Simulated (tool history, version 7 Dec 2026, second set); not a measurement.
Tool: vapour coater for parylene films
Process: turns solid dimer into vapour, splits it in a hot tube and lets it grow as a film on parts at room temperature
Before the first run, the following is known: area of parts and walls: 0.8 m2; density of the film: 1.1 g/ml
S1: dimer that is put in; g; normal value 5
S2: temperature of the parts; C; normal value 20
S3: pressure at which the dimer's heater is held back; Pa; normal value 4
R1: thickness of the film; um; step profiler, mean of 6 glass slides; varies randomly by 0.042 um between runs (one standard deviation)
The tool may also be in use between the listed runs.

run,hour,S1,S2,S3,R1
1,0,5,20,4,4.64
2,18.4,5,20,4,4.54
3,27.6,5,20,4,4.6
4,41.8,5,20,4,4.5
5,54.4,5,20,4,4.58
6,69.7,5,20,4,4.53
7,88.6,5,17,4,5.02
8,101,5,17,4,5.08
9,115.5,5,20,5.08,4.32
10,135.5,5,20,5.08,4.25
11,152.9,5,20,5.08,4.29
12,169.6,5,20,5.08,4.28
13,186.6,5,20,5.08,4.22
14,199.3,5,20,5.08,4.19
15,217.6,5,20,5.08,4.28
16,237.2,5,20,5.08,4.26
17,254.5,5,19,4,4.64
18,267.5,5,20,4,4.52
19,284.4,5,20,3.09,4.67
20,298.6,5,17,3.09,5.22
21,307.6,5,17,3.09,5.24
22,322.1,5,30,4,3.04
23,333.7,4,20,4,3.57
24,352.1,5,15,4,5.23
25,365.6,3,18,4,2.77
26,380.2,5,23,4,3.83
27,395.2,3,28,4,1.94
28,412.2,3,28,4,1.89
29,432.2,3,25,4.04,2.15
30,446.8,3,25,4.04,2.13
31,457.7,3,25,5.51,1.99
32,471.3,2,14,5.51,1.94
33,489.5,2,14,5.51,1.98
34,504,3,20,2.16,2.88
35,516.2,3,20,2.16,2.89
36,533.5,7,19,2,7.07
37,551.5,5,26,2.06,3.93
38,573.2,5,26,2.06,3.91
39,593.3,5,13,9.78,4.45
40,603.2,5,14,7.54,4.48
41,616.1,5,13,7.54,4.61
42,636.4,5,13,7.54,4.63
43,658.3,5,18,5.51,4.08
44,667.9,5,21,5.51,3.69
45,680.6,5,21,5.51,3.67
46,699.7,5,20,9.74,3.41
47,713.7,5,16,5.95,4.3

3 options for the next run, each taken on its own from the tool as it stands now. Forecast them:
A,726.8,5,27,4,?
B,726.8,4,16,5.95,?
C,726.8,3,24,2.6,?

run,R1
A,3.14
B,3.44
C,2.35
With no hidden state in the tool, these same runs would have given:
run,R1
A,3.55
B,3.89
C,2.65

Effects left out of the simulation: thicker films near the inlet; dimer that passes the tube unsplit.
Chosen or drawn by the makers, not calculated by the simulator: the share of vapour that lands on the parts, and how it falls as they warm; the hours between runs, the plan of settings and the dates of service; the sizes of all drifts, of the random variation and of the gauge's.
